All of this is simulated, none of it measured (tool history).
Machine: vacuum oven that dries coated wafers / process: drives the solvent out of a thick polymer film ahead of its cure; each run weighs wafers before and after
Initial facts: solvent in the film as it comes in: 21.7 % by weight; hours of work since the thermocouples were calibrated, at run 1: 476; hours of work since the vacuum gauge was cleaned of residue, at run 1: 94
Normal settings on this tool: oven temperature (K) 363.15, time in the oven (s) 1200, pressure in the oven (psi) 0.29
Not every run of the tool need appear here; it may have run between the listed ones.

run     day  oven temperature (K)  time in the oven (s)  pressure in the oven (psi)  hours of work since the thermocouples were calibrated  hours of work since the vacuum gauge was cleaned of residue  solvent left in the film (%)
  1       0                363.15                  1200                        0.29                                                    476                                                           94                          1.88
  2   0.762                363.15                  1200                        0.29                                                    488                                                          106                          1.88
  3   2.192                363.15                  1200                        0.29                                                    512                                                          130                          1.85
  4   2.996                363.15                  1200                        0.29                                                    525                                                          143                          1.93
  5   3.921                363.15                  1200                        0.29                                                    540                                                          158                          1.86
  6   4.629                363.15                  1200                        0.29                                                    552                                                          170                          1.94
  7   6.138                363.15                  1200                        0.29                                                    577                                                          195                          1.97
  8   7.658                363.15                  1200                        0.29                                                    602                                                          220                          1.95
  9   8.521                363.15                   720                        0.29                                                    616                                                          234                          4.37
 10   9.917                363.15                   720                        0.29                                                    639                                                          257                          4.45
 11  10.904                363.15                   720                        0.29                                                    656                                                          274                          4.34
 12  12.079                363.15                   720                        0.29                                                    675                                                          293                          4.32
 13  13.504                363.15                   720                        0.29                                                    699                                                          317                          4.32
 14  14.538                363.15                  1200                        0.29                                                    716                                                          334                          2.04
 15  16.121                363.15                  1200                        0.29                                                    742                                                          360                          2.03
 16  16.896                373.15                  2100                        0.29                                                    755                                                          373                          0.37
 17  17.971                363.15                  1860                        0.29                                                    772                                                          390                           0.8
 18  18.988                367.15                   720                       0.177                                                    789                                                          407                          2.93
 19  19.683                362.15                  1200                       0.573                                                    801                                                          419                          2.58
 20  21.304                362.15                  1200                       0.573                                                    827                                                          445                           2.6
 21  22.046                362.15                  1200                       0.573                                                    840                                                          458                          2.56
 22  22.971                363.15                  1200                       0.408                                                    855                                                          473                          2.15
 23  23.921                363.15                  1200                       0.408                                                    871                                                          489                          2.12
 24  25.417                374.15                  1020                       0.541                                                    895                                                          513                          0.92
 25  26.196                357.15                  1800                        0.29                                                    908                                                          526                          1.86
 26  27.388                375.15                  1860                        0.29                                                    928                                                          546                          0.33
 27   28.25                375.15                  1860                        0.29                                                    942                                                          560                          0.31
 28  29.408                374.15                  1080                        0.29                                                    961                                                          579                          0.61
 29  30.592                370.15                  1260                        0.29                                                    981                                                          599                          0.64

What if the next run were any one of these 4? Each begins from the tool's condition after run 29:
  A  32.012                370.15                  1560                       0.497                                                   1004                                                          622                             ?
  B  32.012                353.15                  1200                         0.2                                                   1004                                                          622                             ?
  C  32.012                373.15                  1380                       0.218                                                   1004                                                          622                             ?
  D  32.012                357.15                  1380                       0.312                                                   1004                                                          622                             ?

run  solvent left in the film (%)
  A                          0.72
  B                          4.99
  C                          0.37
  D                          2.99
With the hidden condition removed and each run's random variation left untouched, the same runs would have given:
run  solvent left in the film (%)
  A                          0.71
  B                          4.96
  C                          0.36
  D                          2.97

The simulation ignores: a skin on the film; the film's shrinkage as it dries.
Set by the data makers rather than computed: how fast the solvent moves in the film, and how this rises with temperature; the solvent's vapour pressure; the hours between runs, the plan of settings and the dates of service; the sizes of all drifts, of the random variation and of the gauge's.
